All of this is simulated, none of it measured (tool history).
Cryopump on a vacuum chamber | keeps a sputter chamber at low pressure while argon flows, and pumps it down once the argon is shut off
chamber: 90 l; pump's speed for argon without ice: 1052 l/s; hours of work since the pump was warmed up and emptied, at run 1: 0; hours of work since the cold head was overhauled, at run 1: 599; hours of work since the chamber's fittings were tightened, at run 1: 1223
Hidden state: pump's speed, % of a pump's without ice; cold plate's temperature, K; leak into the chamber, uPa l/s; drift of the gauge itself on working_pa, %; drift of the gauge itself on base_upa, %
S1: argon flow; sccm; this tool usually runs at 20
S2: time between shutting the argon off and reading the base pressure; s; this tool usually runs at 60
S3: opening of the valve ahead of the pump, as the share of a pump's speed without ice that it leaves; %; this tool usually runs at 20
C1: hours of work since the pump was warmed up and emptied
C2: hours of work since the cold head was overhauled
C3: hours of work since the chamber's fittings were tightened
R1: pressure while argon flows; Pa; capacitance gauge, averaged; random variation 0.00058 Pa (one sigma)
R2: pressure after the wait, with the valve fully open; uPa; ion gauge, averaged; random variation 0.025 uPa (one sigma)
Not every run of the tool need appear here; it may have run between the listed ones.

{"run": 1, "hour": 0.0, "S1": 20, "S2": 60, "S3": 20, "C1": 0, "C2": 599, "C3": 1223, "R1": 0.1611, "R2": 2.56}
{"run": 2, "hour": 90.0, "S1": 20, "S2": 60, "S3": 20, "C1": 42, "C2": 642, "C3": 1266, "R1": 0.1623, "R2": 2.54}
{"run": 3, "hour": 140.2, "S1": 20, "S2": 60, "S3": 20, "C1": 66, "C2": 665, "C3": 1289, "R1": 0.1616, "R2": 2.68}
{"run": 4, "hour": 185.4, "S1": 20, "S2": 60, "S3": 20, "C1": 87, "C2": 687, "C3": 1311, "R1": 0.1612, "R2": 2.62}
{"run": 5, "hour": 222.8, "S1": 20, "S2": 60, "S3": 20, "C1": 105, "C2": 704, "C3": 1328, "R1": 0.1624, "R2": 2.73}
{"run": 6, "hour": 312.1, "S1": 20, "S2": 60, "S3": 25, "C1": 147, "C2": 746, "C3": 1371, "R1": 0.13, "R2": 2.75}
{"run": 7, "hour": 377.8, "S1": 20, "S2": 60, "S3": 20, "C1": 178, "C2": 777, "C3": 1402, "R1": 0.1635, "R2": 2.85}
{"run": 8, "hour": 426.1, "S1": 20, "S2": 174, "S3": 20, "C1": 201, "C2": 800, "C3": 1424, "R1": 0.1622, "R2": 2.52}
{"run": 9, "hour": 472.8, "S1": 20, "S2": 174, "S3": 20, "C1": 223, "C2": 822, "C3": 1446, "R1": 0.1642, "R2": 2.45}
{"run": 10, "hour": 540.1, "S1": 20, "S2": 174, "S3": 20, "C1": 255, "C2": 854, "C3": 1478, "R1": 0.1631, "R2": 2.52}
{"run": 11, "hour": 588.7, "S1": 20, "S2": 60, "S3": 49, "C1": 278, "C2": 877, "C3": 1501, "R1": 0.0682, "R2": 2.94}
{"run": 12, "hour": 650.1, "S1": 20, "S2": 148, "S3": 20, "C1": 307, "C2": 906, "C3": 1530, "R1": 0.1633, "R2": 2.77}
{"run": 13, "hour": 719.0, "S1": 20, "S2": 148, "S3": 20, "C1": 339, "C2": 938, "C3": 1562, "R1": 0.1638, "R2": 2.82}
{"run": 14, "hour": 786.7, "S1": 15, "S2": 32, "S3": 31, "C1": 371, "C2": 970, "C3": 1594, "R1": 0.0811, "R2": 3.96}
{"run": 15, "hour": 824.9, "S1": 20, "S2": 89, "S3": 41, "C1": 389, "C2": 988, "C3": 1612, "R1": 0.082, "R2": 2.97}
{"run": 16, "hour": 886.6, "S1": 13, "S2": 55, "S3": 29, "C1": 418, "C2": 1017, "C3": 1642, "R1": 0.0743, "R2": 3.37}
{"run": 17, "hour": 934.2, "S1": 13, "S2": 55, "S3": 29, "C1": 441, "C2": 1040, "C3": 1664, "R1": 0.074, "R2": 3.39}
{"run": 18, "hour": 1005.0, "S1": 37, "S2": 60, "S3": 49, "C1": 474, "C2": 1073, "C3": 1697, "R1": 0.1299, "R2": 3.43}
{"run": 19, "hour": 1088.0, "S1": 22, "S2": 82, "S3": 20, "C1": 513, "C2": 1112, "C3": 1736, "R1": 0.1824, "R2": 3.36}
{"run": 20, "hour": 1142.9, "S1": 26, "S2": 100, "S3": 36, "C1": 539, "C2": 1138, "C3": 1762, "R1": 0.1236, "R2": 3.23}
{"run": 21, "hour": 1228.4, "S1": 12, "S2": 116, "S3": 16, "C1": 579, "C2": 1178, "C3": 1803, "R1": 0.1234, "R2": 3.36}
{"hour": 1260.6, "done": "pump warmed up, emptied and cooled again"}
{"run": 22, "hour": 1292.9, "S1": 12, "S2": 116, "S3": 26, "C1": 15, "C2": 1207, "C3": 1831, "R1": 0.074, "R2": 3.01}
{"run": 23, "hour": 1353.3, "S1": 12, "S2": 116, "S3": 26, "C1": 44, "C2": 1235, "C3": 1859, "R1": 0.0745, "R2": 3.09}
{"run": 24, "hour": 1392.6, "S1": 12, "S2": 116, "S3": 26, "C1": 62, "C2": 1254, "C3": 1878, "R1": 0.0739, "R2": 3.09}
{"run": 25, "hour": 1441.8, "S1": 12, "S2": 22, "S3": 26, "C1": 85, "C2": 1277, "C3": 1901, "R1": 0.0746, "R2": 4.62}

Branching from run 25: 3 alternative next runs. What would each branch give?
{"run": "A", "hour": 1533.2, "S1": 20, "S2": 225, "S3": 22, "C1": 129, "C2": 1320, "C3": 1944, "R1": "?", "R2": "?"}
{"run": "B", "hour": 1533.2, "S1": 36, "S2": 26, "S3": 20, "C1": 129, "C2": 1320, "C3": 1944, "R1": "?", "R2": "?"}
{"run": "C", "hour": 1533.2, "S1": 20, "S2": 60, "S3": 22, "C1": 129, "C2": 1320, "C3": 1944, "R1": "?", "R2": "?"}

run=A R1=0.1473 R2=3.15
run=B R1=0.2926 R2=4.49
run=C R1=0.1477 R2=3.58
Had the tool no hidden state, the same runs would have come out as:
run=A R1=0.1457 R2=0.49
run=B R1=0.2896 R2=1.91
run=C R1=0.1461 R2=1
